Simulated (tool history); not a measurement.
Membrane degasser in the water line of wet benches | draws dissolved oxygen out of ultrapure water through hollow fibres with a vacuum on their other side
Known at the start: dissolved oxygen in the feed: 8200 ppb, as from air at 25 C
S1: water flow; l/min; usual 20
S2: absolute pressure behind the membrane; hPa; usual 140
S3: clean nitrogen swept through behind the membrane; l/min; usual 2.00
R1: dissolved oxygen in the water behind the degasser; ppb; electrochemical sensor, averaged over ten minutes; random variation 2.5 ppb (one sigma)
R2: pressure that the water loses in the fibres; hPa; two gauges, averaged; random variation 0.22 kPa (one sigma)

run     day  S1   S2    S3     R1     R2
  1   0.000  20  140  2.00  314.6  549.5
  2   1.858  20  288  2.00  626.4  555.7
  3   3.483  20  288  2.00  619.5  549.3
  4   4.742  25  140  2.00  440.3  688.4
  5   5.708  20  140  2.00  308.3  550.4
  6   6.879  20  140  2.00  315.8  550.3
  7   7.942  20  140  2.00  319.3  551.2
  8   9.271  20  140  2.00  311.9  551.0
  9  10.271  20  140  2.00  313.5  552.0
 10  11.362  20  140  2.00  311.1  555.7
 11  13.179  20  140  2.00  310.7  554.2
 12  13.996  20  140  2.00  315.3  551.8
 13  15.208  19  140  2.00  291.9  529.0
 14  16.038  19  140  2.00  292.3  523.7
 15  17.712  19  140  2.00  290.4  523.9
     17.842  -- vacuum gauge calibrated
 16  19.183  20  140  2.00  317.0  556.1
 17  20.946  30  140  2.00  586.2  827.2
 18  22.646  16  140  4.76  115.1  441.2
 19  24.146  16  140  4.76  116.6  443.9
 20  26.058  20  149  3.43  229.3  551.3
     26.796  -- vacuum gauge calibrated, once more
 21  27.500  31  235  2.00  890.0  857.7
 22  28.996  12  140  1.93  165.3  331.8
 23  30.338  20  140  2.94  235.8  555.8

The next listed run, before its measurement:
 24  31.208  12  140  2.94   ?   ?

{"run 24": {"R1": 114.7, "R2": 335.0}}
Without the tool's hidden state the same run would have given R1 113.2 ppb, R2 333.1 hPa.
